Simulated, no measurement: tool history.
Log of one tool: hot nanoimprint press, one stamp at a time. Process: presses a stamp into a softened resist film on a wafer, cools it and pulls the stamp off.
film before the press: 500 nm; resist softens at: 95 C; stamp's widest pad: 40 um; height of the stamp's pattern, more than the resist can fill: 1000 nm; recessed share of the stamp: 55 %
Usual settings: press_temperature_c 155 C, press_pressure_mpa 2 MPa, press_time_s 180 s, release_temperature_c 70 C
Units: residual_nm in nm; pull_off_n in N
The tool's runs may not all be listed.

run	day	press_temperature_c	press_pressure_mpa	press_time_s	release_temperature_c	residual_nm	pull_off_n
1	0	155	2	180	70	196.9	217
2	1.512	155	2	180	70	196.7	206
3	2.533	148	2	180	70	280.5	233
4	3.254	148	2	180	70	284.1	219
5	4.788	148	2	180	70	279.5	222
6	6.429	148	2	180	70	279.8	227
7	7.829	148	2	179	70	278	224
# day 8.054: plate thermocouple calibrated
8	9.367	155	2	180	70	189.5	225

Forecast run 9:
9	10.242	155	2	180	70	?	?

Run 9 gave residual_nm 190.3 nm, pull_off_n 223 N.
Without the tool's hidden state the same run would have given residual_nm 200.6 nm, pull_off_n 196 N.
